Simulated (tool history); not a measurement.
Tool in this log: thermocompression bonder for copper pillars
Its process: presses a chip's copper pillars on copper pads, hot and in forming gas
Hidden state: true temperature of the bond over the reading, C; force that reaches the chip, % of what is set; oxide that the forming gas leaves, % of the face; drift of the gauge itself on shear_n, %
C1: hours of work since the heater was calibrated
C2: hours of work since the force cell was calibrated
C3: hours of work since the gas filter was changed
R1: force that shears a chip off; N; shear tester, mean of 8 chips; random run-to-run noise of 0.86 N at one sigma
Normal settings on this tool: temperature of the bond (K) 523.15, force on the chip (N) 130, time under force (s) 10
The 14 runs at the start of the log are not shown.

{"run": 15, "hour": 247.5, "temperature of the bond (K)": 498.15, "force on the chip (N)": 130, "time under force (s)": 10, "C1": 601, "C2": 1002, "C3": 42, "R1": 49.4}
{"run": 16, "hour": 257.5, "temperature of the bond (K)": 501.15, "force on the chip (N)": 130, "time under force (s)": 10, "C1": 607, "C2": 1008, "C3": 49, "R1": 51.2}
{"run": 17, "hour": 277.2, "temperature of the bond (K)": 501.15, "force on the chip (N)": 130, "time under force (s)": 10, "C1": 619, "C2": 1021, "C3": 61, "R1": 51.6}
{"run": 18, "hour": 292.8, "temperature of the bond (K)": 501.15, "force on the chip (N)": 130, "time under force (s)": 10, "C1": 629, "C2": 1031, "C3": 71, "R1": 50.6}
{"run": 19, "hour": 302.3, "temperature of the bond (K)": 501.15, "force on the chip (N)": 97, "time under force (s)": 10, "C1": 635, "C2": 1037, "C3": 77, "R1": 44.1}
{"run": 20, "hour": 325.1, "temperature of the bond (K)": 523.15, "force on the chip (N)": 100, "time under force (s)": 10, "C1": 650, "C2": 1051, "C3": 91, "R1": 61.3}
{"run": 21, "hour": 342.5, "temperature of the bond (K)": 523.15, "force on the chip (N)": 100, "time under force (s)": 10, "C1": 660, "C2": 1062, "C3": 102, "R1": 61.4}
{"run": 22, "hour": 356.3, "temperature of the bond (K)": 523.15, "force on the chip (N)": 100, "time under force (s)": 10, "C1": 669, "C2": 1070, "C3": 111, "R1": 59.5}
{"run": 23, "hour": 374.6, "temperature of the bond (K)": 497.15, "force on the chip (N)": 99, "time under force (s)": 8, "C1": 681, "C2": 1082, "C3": 122, "R1": 36.0}

Run 24 has not been measured yet. What should we expect?
{"hour": 382.2, "done": "forming gas filter changed"}
{"run": 24, "hour": 395.6, "temperature of the bond (K)": 497.15, "force on the chip (N)": 99, "time under force (s)": 8, "C1": 693, "C2": 1095, "C3": 8, "R1": "?"}

R1: 41.7 N
With the hidden condition absent and the run-to-run variation left alone, this run would have shown R1 37.4 N.

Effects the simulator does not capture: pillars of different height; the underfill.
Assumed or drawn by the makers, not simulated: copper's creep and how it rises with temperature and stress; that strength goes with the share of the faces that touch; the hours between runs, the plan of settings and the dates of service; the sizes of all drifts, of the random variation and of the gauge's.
